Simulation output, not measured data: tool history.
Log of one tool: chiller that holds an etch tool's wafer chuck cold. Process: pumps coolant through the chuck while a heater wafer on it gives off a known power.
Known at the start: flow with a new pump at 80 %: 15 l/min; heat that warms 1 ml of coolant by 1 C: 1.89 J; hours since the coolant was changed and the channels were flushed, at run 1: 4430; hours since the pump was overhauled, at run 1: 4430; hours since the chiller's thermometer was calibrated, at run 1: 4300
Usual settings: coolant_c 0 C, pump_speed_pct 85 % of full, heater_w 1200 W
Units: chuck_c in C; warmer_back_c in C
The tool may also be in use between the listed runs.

run,hour,coolant_c,pump_speed_pct,heater_w,hours since the coolant was changed and the channels were flushed,hours since the pump was overhauled,hours since the chiller's thermometer was calibrated,chuck_c,warmer_back_c
1,0,0,85,1200,4430,4430,4300,6.8,2.39
2,108.8,0,85,1200,4539,4539,4409,6.9,2.4
3,173.4,10,85,1200,4603,4603,4473,16.8,2.48
# hour 209.7: coolant pump overhauled
4,282.4,0,85,1288,4707,73,4577,7.3,2.57
# hour 297.2: coolant changed, channels flushed
5,360.9,0,85,1288,64,145,4650,7,2.56
6,430.3,0,85,1288,133,215,4719,7.1,2.55
7,514,0,72,1200,217,298,4803,7.2,2.82
# hour 570: chiller's thermometer calibrated
8,585.5,0,72,1200,287,369,15,7.3,2.76
9,684.6,0,78,1200,386,468,115,7.1,2.62
10,766.4,0,85,1200,468,550,196,6.7,2.41
11,859.8,0,85,949,562,643,290,5.4,1.94
12,943,0,90,1200,645,726,373,6.5,2.23
13,1002.6,-10,96,1340,704,786,433,-2.9,2.37
14,1065.4,-1,72,1716,767,849,495,9.6,4.03
15,1168.6,-1,98,817,870,952,599,3.3,1.44
16,1245.1,5,96,1493,947,1028,675,12.9,2.64
17,1311.5,5,96,1493,1013,1095,741,12.7,2.7
18,1399.7,5,96,1493,1101,1183,830,12.9,2.68
19,1499.4,5,94,1493,1201,1283,929,13,2.7
20,1589.2,5,94,1493,1291,1373,1019,12.9,2.69
21,1687.3,0,85,900,1389,1471,1117,5.1,1.82
22,1743.7,0,85,1371,1445,1527,1174,7.6,2.73
23,1835,-3,81,1200,1537,1618,1265,3.8,2.48

Forecast each of these 3 alternatives for the next run:
A,1894,0,98,1200,1596,1677,1324,?,?
B,1894,9,81,1116,1596,1677,1324,?,?
C,1894,8,64,966,1596,1677,1324,?,?

run,chuck_c,warmer_back_c
A,6.2,2.1
B,15.3,2.26
C,14.3,2.54
Without the tool's hidden state the same runs would have given:
run,chuck_c,warmer_back_c
A,6.2,2.1
B,15.3,2.25
C,14.3,2.54
